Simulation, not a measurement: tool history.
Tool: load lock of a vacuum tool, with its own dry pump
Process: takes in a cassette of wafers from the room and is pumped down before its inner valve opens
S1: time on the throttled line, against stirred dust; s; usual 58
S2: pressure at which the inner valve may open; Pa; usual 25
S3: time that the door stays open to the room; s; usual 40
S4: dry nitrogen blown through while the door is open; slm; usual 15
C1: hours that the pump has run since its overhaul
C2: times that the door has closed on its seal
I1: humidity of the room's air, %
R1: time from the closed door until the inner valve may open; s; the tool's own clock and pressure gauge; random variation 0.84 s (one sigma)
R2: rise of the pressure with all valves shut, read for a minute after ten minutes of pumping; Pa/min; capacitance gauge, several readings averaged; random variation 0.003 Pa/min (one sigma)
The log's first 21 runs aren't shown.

{"run": 22, "hour": 2261.2, "S1": 58, "S2": 25, "S3": 96, "S4": 4, "C1": 11102, "C2": 8187, "I1": 43.7, "R1": 141.7, "R2": 0.058}
{"run": 23, "hour": 2342.9, "S1": 58, "S2": 25, "S3": 96, "S4": 4, "C1": 11184, "C2": 8282, "I1": 44.1, "R1": 140.9, "R2": 0.053}
{"run": 24, "hour": 2468.0, "S1": 40, "S2": 25, "S3": 64, "S4": 15, "C1": 11309, "C2": 8428, "I1": 42.9, "R1": 131.7, "R2": 0.047}
{"run": 25, "hour": 2622.6, "S1": 42, "S2": 37, "S3": 130, "S4": 4, "C1": 11464, "C2": 8608, "I1": 45.2, "R1": 126.0, "R2": 0.064}
{"run": 26, "hour": 2714.0, "S1": 42, "S2": 37, "S3": 130, "S4": 4, "C1": 11555, "C2": 8715, "I1": 45.1, "R1": 125.4, "R2": 0.058}
{"run": 27, "hour": 2845.1, "S1": 46, "S2": 37, "S3": 130, "S4": 24, "C1": 11686, "C2": 8868, "I1": 42.1, "R1": 130.8, "R2": 0.045}
{"run": 28, "hour": 2945.0, "S1": 75, "S2": 19, "S3": 130, "S4": 24, "C1": 11786, "C2": 8984, "I1": 47.3, "R1": 158.1, "R2": 0.049}
{"run": 29, "hour": 3101.6, "S1": 54, "S2": 24, "S3": 88, "S4": 11, "C1": 11943, "C2": 9167, "I1": 44.1, "R1": 142.2, "R2": 0.059}
{"run": 30, "hour": 3188.1, "S1": 89, "S2": 48, "S3": 46, "S4": 15, "C1": 12029, "C2": 9267, "I1": 46.7, "R1": 154.0, "R2": 0.041}
{"run": 31, "hour": 3264.8, "S1": 58, "S2": 42, "S3": 70, "S4": 15, "C1": 12106, "C2": 9357, "I1": 48.8, "R1": 135.7, "R2": 0.053}
{"run": 32, "hour": 3424.7, "S1": 75, "S2": 44, "S3": 40, "S4": 15, "C1": 12266, "C2": 9543, "I1": 44.1, "R1": 147.2, "R2": 0.049}
{"run": 33, "hour": 3517.6, "S1": 95, "S2": 19, "S3": 37, "S4": 42, "C1": 12359, "C2": 9651, "I1": 44.1, "R1": 173.3, "R2": 0.043}
{"run": 34, "hour": 3635.7, "S1": 95, "S2": 19, "S3": 37, "S4": 42, "C1": 12477, "C2": 9789, "I1": 42.4, "R1": 172.2, "R2": 0.042}
{"run": 35, "hour": 3794.1, "S1": 102, "S2": 25, "S3": 62, "S4": 41, "C1": 12635, "C2": 9974, "I1": 46.9, "R1": 174.7, "R2": 0.045}
{"run": 36, "hour": 3864.1, "S1": 102, "S2": 25, "S3": 62, "S4": 41, "C1": 12705, "C2": 10055, "I1": 43.7, "R1": 171.8, "R2": 0.05}
{"run": 37, "hour": 4003.5, "S1": 102, "S2": 25, "S3": 62, "S4": 41, "C1": 12845, "C2": 10218, "I1": 46.1, "R1": 174.8, "R2": 0.052}

4 ways to go on from here, each from the tool as it stands after run 37. What would each give?
{"run": "A", "hour": 4079.2, "S1": 102, "S2": 47, "S3": 62, "S4": 17, "C1": 12920, "C2": 10306, "I1": 42.6, "R1": "?", "R2": "?"}
{"run": "B", "hour": 4079.2, "S1": 58, "S2": 42, "S3": 40, "S4": 15, "C1": 12920, "C2": 10306, "I1": 39.6, "R1": "?", "R2": "?"}
{"run": "C", "hour": 4079.2, "S1": 73, "S2": 43, "S3": 103, "S4": 15, "C1": 12920, "C2": 10306, "I1": 41.9, "R1": "?", "R2": "?"}
{"run": "D", "hour": 4079.2, "S1": 44, "S2": 25, "S3": 55, "S4": 15, "C1": 12920, "C2": 10306, "I1": 46.6, "R1": "?", "R2": "?"}

run=A R1=163.1 R2=0.054
run=B R1=137.0 R2=0.055
run=C R1=148.3 R2=0.055
run=D R1=135.5 R2=0.065
Without the tool's hidden state the same runs would have given:
run=A R1=153.9 R2=0.010
run=B R1=125.0 R2=0.011
run=C R1=137.2 R2=0.011
run=D R1=121.9 R2=0.021
